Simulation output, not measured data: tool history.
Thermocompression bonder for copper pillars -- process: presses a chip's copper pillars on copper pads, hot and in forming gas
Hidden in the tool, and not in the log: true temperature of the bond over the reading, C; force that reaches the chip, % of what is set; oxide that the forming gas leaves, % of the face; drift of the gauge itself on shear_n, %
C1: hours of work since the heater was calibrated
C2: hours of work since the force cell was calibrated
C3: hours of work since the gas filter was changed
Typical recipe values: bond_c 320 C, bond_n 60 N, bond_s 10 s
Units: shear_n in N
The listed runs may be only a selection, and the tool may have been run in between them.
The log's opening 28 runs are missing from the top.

run 29 hour=411.9 | bond_c=320 bond_n=44 bond_s=5 | C1=750 C2=65 C3=206 | shear_n=17.3
run 30 hour=424.5 | bond_c=320 bond_n=66 bond_s=16 | C1=758 C2=73 C3=214 | shear_n=41.9
run 31 hour=434.9 | bond_c=320 bond_n=83 bond_s=16 | C1=765 C2=80 C3=221 | shear_n=51.6
run 32 hour=450.8 | bond_c=320 bond_n=83 bond_s=16 | C1=775 C2=91 C3=232 | shear_n=50.5
run 33 hour=465.4 | bond_c=297 bond_n=63 bond_s=10 | C1=785 C2=100 C3=241 | shear_n=26.6
run 34 hour=479.9 | bond_c=297 bond_n=63 bond_s=10 | C1=795 C2=110 C3=251 | shear_n=25.6
run 35 hour=493.9 | bond_c=336 bond_n=67 bond_s=9 | C1=804 C2=119 C3=260 | shear_n=39.8
run 36 hour=506.7 | bond_c=318 bond_n=36 bond_s=19 | C1=812 C2=128 C3=269 | shear_n=23.4
run 37 hour=526.2 | bond_c=317 bond_n=44 bond_s=29 | C1=825 C2=141 C3=282 | shear_n=34
run 38 hour=543.7 | bond_c=341 bond_n=44 bond_s=28 | C1=837 C2=152 C3=293 | shear_n=41.7
-- hour=548.4 heater calibrated with a thermocouple chip
run 39 hour=557.6 | bond_c=341 bond_n=44 bond_s=28 | C1=6 C2=160 C3=301 | shear_n=38.5

Predict each of these 3 candidate next runs independently; none follows another, all start after run 39:
run A hour=572.3 | bond_c=344 bond_n=65 bond_s=13 | C1=16 C2=170 C3=311 | shear_n=?
run B hour=572.3 | bond_c=320 bond_n=60 bond_s=6 | C1=16 C2=170 C3=311 | shear_n=?
run C hour=572.3 | bond_c=311 bond_n=67 bond_s=19 | C1=16 C2=170 C3=311 | shear_n=?

run=A shear_n=43.7
run=B shear_n=23.7
run=C shear_n=37.3
Without the tool's unlogged condition, the same runs would have read:
run=A shear_n=46.6
run=B shear_n=25.3
run=C shear_n=39.7
